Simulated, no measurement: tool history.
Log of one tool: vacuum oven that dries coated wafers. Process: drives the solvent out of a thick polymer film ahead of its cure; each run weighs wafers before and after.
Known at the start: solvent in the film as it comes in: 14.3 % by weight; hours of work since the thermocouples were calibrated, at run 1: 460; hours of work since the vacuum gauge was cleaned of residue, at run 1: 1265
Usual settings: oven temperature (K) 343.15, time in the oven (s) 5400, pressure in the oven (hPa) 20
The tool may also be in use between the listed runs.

run	hour	oven temperature (K)	time in the oven (s)	pressure in the oven (hPa)	hours of work since the thermocouples were calibrated	hours of work since the vacuum gauge was cleaned of residue	solvent left in the film (%)
1	0	343.15	5400	20	460	1265	3.24
2	41.2	343.15	5400	20	491	1295	3.3
3	86.9	348.15	5400	20	525	1329	2.4
4	115.4	348.15	5400	20	546	1350	2.5
5	159.7	343.15	5400	50.6	579	1383	6.74
6	207.8	343.15	5400	20	614	1419	3.34
7	246.6	352.15	5400	20	643	1448	1.97
8	287.2	352.15	5400	20	673	1478	2.04
9	313.4	352.15	5400	20	693	1497	2.01
10	347.8	355.15	4500	20	718	1523	1.88
11	376.6	355.15	4500	20	739	1544	1.9
12	402.6	355.15	4500	20	759	1563	1.94
13	425.3	339.15	4680	13.5	776	1580	4.03
14	455	332.15	2820	12.2	798	1602	7.32
15	482	335.15	3420	17.5	818	1622	6.57
16	508.2	347.15	5400	37.5	837	1642	4.42
17	552.3	347.15	3840	43	870	1674	5.59

Some steps in solvent left in the film (%) between neighbouring runs. How much of each would the tool show without its hidden state too (settings, what came in, random variation), and how much is left for the hidden state, with any gauge scatter that isn't in both results?
The hidden state here: true wafer temperature over the reading, C; true pressure over the reading, kPa; drift of the gauge itself on solvent_pct, %.
Run 4 -> 5: oven temperature (K) 348.15 -> 343.15, pressure in the oven (hPa) 20 -> 50.6. solvent left in the film (%) +4.24: hidden state +0.26, all else +3.98.
Run 12 -> 13: oven temperature (K) 355.15 -> 339.15, time in the oven (s) 4500 -> 4680, pressure in the oven (hPa) 20 -> 13.5. solvent left in the film (%) +2.09: hidden state +0.36, all else +1.73.
